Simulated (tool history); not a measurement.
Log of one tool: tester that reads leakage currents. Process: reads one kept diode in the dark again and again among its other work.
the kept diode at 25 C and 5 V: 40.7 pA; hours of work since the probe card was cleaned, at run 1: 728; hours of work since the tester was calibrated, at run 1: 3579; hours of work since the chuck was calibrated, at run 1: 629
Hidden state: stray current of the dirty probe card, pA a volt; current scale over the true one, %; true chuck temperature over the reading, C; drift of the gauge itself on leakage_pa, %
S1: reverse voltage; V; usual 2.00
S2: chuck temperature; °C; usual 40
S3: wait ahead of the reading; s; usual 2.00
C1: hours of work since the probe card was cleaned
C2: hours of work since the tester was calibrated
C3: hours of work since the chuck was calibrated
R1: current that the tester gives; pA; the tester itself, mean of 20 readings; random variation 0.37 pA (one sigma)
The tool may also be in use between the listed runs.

| run | hour | S1 | S2 | S3 | C1 | C2 | C3 | R1 |
|---|---|---|---|---|---|---|---|---|
| 1 | 0.0 | 2.00 | 40 | 2.00 | 728 | 3579 | 629 | 121.33 |
| 2 | 88.1 | 2.00 | 40 | 2.00 | 793 | 3644 | 694 | 120.63 |
| 3 | 192.9 | 8.03 | 40 | 2.00 | 871 | 3722 | 772 | 197.76 |
| 4 | 274.6 | 8.03 | 40 | 0.93 | 932 | 3783 | 833 | 197.97 |
| 5 | 344.6 | 12.71 | 40 | 0.93 | 984 | 3835 | 885 | 236.00 |
| 6 | 454.6 | 12.71 | 40 | 0.93 | 1066 | 3917 | 967 | 237.86 |
|  | 504.9 | tester calibrated |
| 7 | 548.9 | 12.71 | 40 | 0.93 | 1135 | 33 | 1036 | 236.58 |
| 8 | 654.0 | 6.06 | 40 | 2.00 | 1213 | 111 | 1114 | 176.77 |
| 9 | 756.3 | 6.06 | 36 | 2.00 | 1289 | 187 | 1190 | 128.32 |
| 10 | 826.7 | 15.30 | 52 | 2.52 | 1342 | 239 | 1242 | 645.55 |
| 11 | 889.3 | 1.56 | 37 | 1.42 | 1388 | 286 | 1289 | 83.58 |
| 12 | 977.9 | 14.35 | 44 | 1.42 | 1454 | 352 | 1355 | 341.53 |
| 13 | 1029.6 | 3.75 | 32 | 0.74 | 1493 | 391 | 1394 | 77.01 |
| 14 | 1098.9 | 3.75 | 32 | 0.74 | 1544 | 442 | 1445 | 76.91 |
| 15 | 1192.6 | 1.25 | 50 | 1.05 | 1614 | 512 | 1515 | 231.93 |
|  | 1233.8 | probe card cleaned and baked |
| 16 | 1310.2 | 11.69 | 40 | 6.45 | 57 | 597 | 1600 | 198.07 |
| 17 | 1385.8 | 17.19 | 25 | 0.45 | 113 | 653 | 1656 | 61.22 |
| 18 | 1479.0 | 3.08 | 48 | 3.87 | 182 | 723 | 1726 | 255.97 |

Hidden state at the last listed run before each entry between runs and at the first one after, where it differs:
Between runs 6 and 7: tester calibrated (hour 504.9)
  stray current of the dirty probe card, pA a volt: 1.954 -> 2.071; current scale over the true one, %: 1.02 -> 0.17; true chuck temperature over the reading, C: -0.65 -> -0.69
  measured less the result without the state, R1: +14.65 -> +13.36 pA
Between runs 15 and 16: probe card cleaned and baked (hour 1233.8)
  stray current of the dirty probe card, pA a volt: 2.88 -> 0.107; current scale over the true one, %: 0.29 -> 0.31; true chuck temperature over the reading, C: -1 -> -1.05
  measured less the result without the state, R1: -15.48 -> -17.56 pA
